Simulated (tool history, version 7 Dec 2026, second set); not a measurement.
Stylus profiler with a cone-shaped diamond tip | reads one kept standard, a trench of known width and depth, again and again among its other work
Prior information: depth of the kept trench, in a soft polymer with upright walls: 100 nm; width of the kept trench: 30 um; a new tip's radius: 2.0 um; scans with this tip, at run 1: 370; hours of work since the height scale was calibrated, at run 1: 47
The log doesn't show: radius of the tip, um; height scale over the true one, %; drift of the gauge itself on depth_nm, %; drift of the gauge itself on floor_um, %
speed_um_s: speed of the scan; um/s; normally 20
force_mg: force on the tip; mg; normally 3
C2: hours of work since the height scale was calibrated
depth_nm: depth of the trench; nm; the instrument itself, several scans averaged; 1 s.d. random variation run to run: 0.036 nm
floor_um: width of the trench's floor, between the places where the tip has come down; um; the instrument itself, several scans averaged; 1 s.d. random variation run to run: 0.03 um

{"run": 1, "hour": 0.0, "speed_um_s": 20, "force_mg": 3, "scans with this tip": 370, "C2": 47, "depth_nm": 101.63, "floor_um": 28.71}
{"run": 2, "hour": 12.1, "speed_um_s": 20, "force_mg": 3, "scans with this tip": 414, "C2": 52, "depth_nm": 101.64, "floor_um": 28.7}
{"run": 3, "hour": 27.0, "speed_um_s": 20, "force_mg": 3, "scans with this tip": 468, "C2": 59, "depth_nm": 101.64, "floor_um": 28.73}
{"run": 4, "hour": 42.3, "speed_um_s": 20, "force_mg": 6.32, "scans with this tip": 524, "C2": 66, "depth_nm": 102.72, "floor_um": 28.73}
{"run": 5, "hour": 54.9, "speed_um_s": 20, "force_mg": 1.13, "scans with this tip": 570, "C2": 72, "depth_nm": 100.83, "floor_um": 28.69}
{"run": 6, "hour": 63.8, "speed_um_s": 20, "force_mg": 3, "scans with this tip": 602, "C2": 76, "depth_nm": 101.63, "floor_um": 28.72}
{"run": 7, "hour": 77.2, "speed_um_s": 20, "force_mg": 3, "scans with this tip": 651, "C2": 82, "depth_nm": 101.58, "floor_um": 28.73}
{"run": 8, "hour": 87.8, "speed_um_s": 20, "force_mg": 3, "scans with this tip": 689, "C2": 87, "depth_nm": 101.59, "floor_um": 28.75}
{"run": 9, "hour": 100.8, "speed_um_s": 20, "force_mg": 3, "scans with this tip": 737, "C2": 93, "depth_nm": 101.57, "floor_um": 28.69}
{"run": 10, "hour": 115.7, "speed_um_s": 6, "force_mg": 3, "scans with this tip": 791, "C2": 100, "depth_nm": 101.61, "floor_um": 28.78}
{"run": 11, "hour": 126.9, "speed_um_s": 20, "force_mg": 3.9, "scans with this tip": 832, "C2": 105, "depth_nm": 101.89, "floor_um": 28.68}
{"run": 12, "hour": 139.0, "speed_um_s": 20, "force_mg": 3, "scans with this tip": 876, "C2": 110, "depth_nm": 101.59, "floor_um": 28.72}
{"run": 13, "hour": 147.9, "speed_um_s": 20, "force_mg": 2.36, "scans with this tip": 909, "C2": 115, "depth_nm": 101.35, "floor_um": 28.69}
{"run": 14, "hour": 163.6, "speed_um_s": 5, "force_mg": 3, "scans with this tip": 966, "C2": 122, "depth_nm": 101.62, "floor_um": 28.75}
{"run": 15, "hour": 170.3, "speed_um_s": 20, "force_mg": 3, "scans with this tip": 990, "C2": 125, "depth_nm": 101.62, "floor_um": 28.74}
{"run": 16, "hour": 182.7, "speed_um_s": 20, "force_mg": 3, "scans with this tip": 1036, "C2": 131, "depth_nm": 101.64, "floor_um": 28.68}
{"run": 17, "hour": 193.1, "speed_um_s": 20, "force_mg": 3.38, "scans with this tip": 1073, "C2": 135, "depth_nm": 101.71, "floor_um": 28.72}
{"run": 18, "hour": 205.7, "speed_um_s": 20, "force_mg": 3.38, "scans with this tip": 1119, "C2": 141, "depth_nm": 101.85, "floor_um": 28.73}
{"run": 19, "hour": 212.1, "speed_um_s": 20, "force_mg": 3.38, "scans with this tip": 1143, "C2": 144, "depth_nm": 101.8, "floor_um": 28.71}
{"run": 20, "hour": 223.9, "speed_um_s": 20, "force_mg": 3.38, "scans with this tip": 1186, "C2": 149, "depth_nm": 101.82, "floor_um": 28.72}
{"run": 21, "hour": 238.6, "speed_um_s": 20, "force_mg": 3, "scans with this tip": 1239, "C2": 156, "depth_nm": 101.6, "floor_um": 28.71}
{"run": 22, "hour": 249.7, "speed_um_s": 20, "force_mg": 3, "scans with this tip": 1280, "C2": 161, "depth_nm": 101.61, "floor_um": 28.73}
{"run": 23, "hour": 257.8, "speed_um_s": 20, "force_mg": 3, "scans with this tip": 1309, "C2": 165, "depth_nm": 101.65, "floor_um": 28.62}
{"run": 24, "hour": 269.8, "speed_um_s": 20, "force_mg": 3, "scans with this tip": 1353, "C2": 171, "depth_nm": 101.6, "floor_um": 28.66}
{"run": 25, "hour": 280.9, "speed_um_s": 20, "force_mg": 3, "scans with this tip": 1394, "C2": 176, "depth_nm": 101.66, "floor_um": 28.7}
{"run": 26, "hour": 291.4, "speed_um_s": 47, "force_mg": 3.46, "scans with this tip": 1432, "C2": 181, "depth_nm": 101.79, "floor_um": 28.63}
{"run": 27, "hour": 298.3, "speed_um_s": 41, "force_mg": 1.07, "scans with this tip": 1457, "C2": 184, "depth_nm": 100.83, "floor_um": 28.59}
{"run": 28, "hour": 309.0, "speed_um_s": 77, "force_mg": 6.63, "scans with this tip": 1496, "C2": 189, "depth_nm": 102.78, "floor_um": 28.59}
{"run": 29, "hour": 323.0, "speed_um_s": 14, "force_mg": 3, "scans with this tip": 1547, "C2": 195, "depth_nm": 101.62, "floor_um": 28.67}
{"run": 30, "hour": 334.1, "speed_um_s": 23, "force_mg": 3, "scans with this tip": 1587, "C2": 200, "depth_nm": 101.62, "floor_um": 28.65}
{"run": 31, "hour": 348.8, "speed_um_s": 19, "force_mg": 6.67, "scans with this tip": 1641, "C2": 207, "depth_nm": 102.8, "floor_um": 28.71}
{"run": 32, "hour": 359.6, "speed_um_s": 19, "force_mg": 6.67, "scans with this tip": 1680, "C2": 212, "depth_nm": 102.78, "floor_um": 28.71}
{"run": 33, "hour": 370.1, "speed_um_s": 19, "force_mg": 6.67, "scans with this tip": 1718, "C2": 217, "depth_nm": 102.88, "floor_um": 28.63}
{"run": 34, "hour": 379.9, "speed_um_s": 7, "force_mg": 2.98, "scans with this tip": 1754, "C2": 221, "depth_nm": 101.6, "floor_um": 28.64}
{"run": 35, "hour": 389.4, "speed_um_s": 19, "force_mg": 3, "scans with this tip": 1789, "C2": 226, "depth_nm": 101.65, "floor_um": 28.66}
{"run": 36, "hour": 396.8, "speed_um_s": 19, "force_mg": 3, "scans with this tip": 1816, "C2": 229, "depth_nm": 101.69, "floor_um": 28.68}
{"run": 37, "hour": 404.4, "speed_um_s": 23, "force_mg": 5.94, "scans with this tip": 1843, "C2": 232, "depth_nm": 102.56, "floor_um": 28.67}
{"run": 38, "hour": 416.3, "speed_um_s": 9, "force_mg": 6.23, "scans with this tip": 1887, "C2": 238, "depth_nm": 102.62, "floor_um": 28.7}
{"run": 39, "hour": 432.0, "speed_um_s": 8, "force_mg": 3.24, "scans with this tip": 1944, "C2": 245, "depth_nm": 101.73, "floor_um": 28.69}
{"run": 40, "hour": 442.4, "speed_um_s": 8, "force_mg": 1.62, "scans with this tip": 1982, "C2": 250, "depth_nm": 101.04, "floor_um": 28.68}
{"run": 41, "hour": 456.9, "speed_um_s": 8, "force_mg": 2.43, "scans with this tip": 2035, "C2": 257, "depth_nm": 101.38, "floor_um": 28.68}
{"run": 42, "hour": 469.3, "speed_um_s": 27, "force_mg": 3, "scans with this tip": 2080, "C2": 262, "depth_nm": 101.63, "floor_um": 28.65}
{"run": 43, "hour": 483.4, "speed_um_s": 74, "force_mg": 3, "scans with this tip": 2131, "C2": 269, "depth_nm": 101.58, "floor_um": 28.56}
{"run": 44, "hour": 490.8, "speed_um_s": 74, "force_mg": 5.06, "scans with this tip": 2158, "C2": 272, "depth_nm": 102.35, "floor_um": 28.62}
{"run": 45, "hour": 501.8, "speed_um_s": 42, "force_mg": 6.51, "scans with this tip": 2198, "C2": 277, "depth_nm": 102.78, "floor_um": 28.61}
{"run": 46, "hour": 512.4, "speed_um_s": 42, "force_mg": 6.51, "scans with this tip": 2237, "C2": 282, "depth_nm": 102.79, "floor_um": 28.65}

The logged runs with the hidden state left out (each run's random variation unchanged):
run=1 depth_nm=101.69 floor_um=28.71
run=2 depth_nm=101.71 floor_um=28.7
run=3 depth_nm=101.71 floor_um=28.73
run=4 depth_nm=102.78 floor_um=28.73
run=5 depth_nm=100.9 floor_um=28.7
run=6 depth_nm=101.7 floor_um=28.73
run=7 depth_nm=101.64 floor_um=28.74
run=8 depth_nm=101.65 floor_um=28.76
run=9 depth_nm=101.63 floor_um=28.7
run=10 depth_nm=101.67 floor_um=28.79
run=11 depth_nm=101.95 floor_um=28.7
run=12 depth_nm=101.65 floor_um=28.73
run=13 depth_nm=101.41 floor_um=28.7
run=14 depth_nm=101.67 floor_um=28.77
run=15 depth_nm=101.67 floor_um=28.76
run=16 depth_nm=101.69 floor_um=28.71
run=17 depth_nm=101.77 floor_um=28.74
run=18 depth_nm=101.9 floor_um=28.75
run=19 depth_nm=101.85 floor_um=28.74
run=20 depth_nm=101.87 floor_um=28.74
run=21 depth_nm=101.65 floor_um=28.74
run=22 depth_nm=101.66 floor_um=28.76
run=23 depth_nm=101.7 floor_um=28.65
run=24 depth_nm=101.65 floor_um=28.7
run=25 depth_nm=101.71 floor_um=28.73
run=26 depth_nm=101.84 floor_um=28.66
run=27 depth_nm=100.88 floor_um=28.63
run=28 depth_nm=102.83 floor_um=28.63
run=29 depth_nm=101.67 floor_um=28.71
run=30 depth_nm=101.66 floor_um=28.69
run=31 depth_nm=102.85 floor_um=28.75
run=32 depth_nm=102.83 floor_um=28.76
run=33 depth_nm=102.92 floor_um=28.68
run=34 depth_nm=101.64 floor_um=28.68
run=35 depth_nm=101.69 floor_um=28.71
run=36 depth_nm=101.74 floor_um=28.73
run=37 depth_nm=102.6 floor_um=28.72
run=38 depth_nm=102.66 floor_um=28.75
run=39 depth_nm=101.77 floor_um=28.74
run=40 depth_nm=101.08 floor_um=28.73
run=41 depth_nm=101.42 floor_um=28.73
run=42 depth_nm=101.67 floor_um=28.71
run=43 depth_nm=101.62 floor_um=28.62
run=44 depth_nm=102.38 floor_um=28.68
run=45 depth_nm=102.82 floor_um=28.67
run=46 depth_nm=102.82 floor_um=28.72
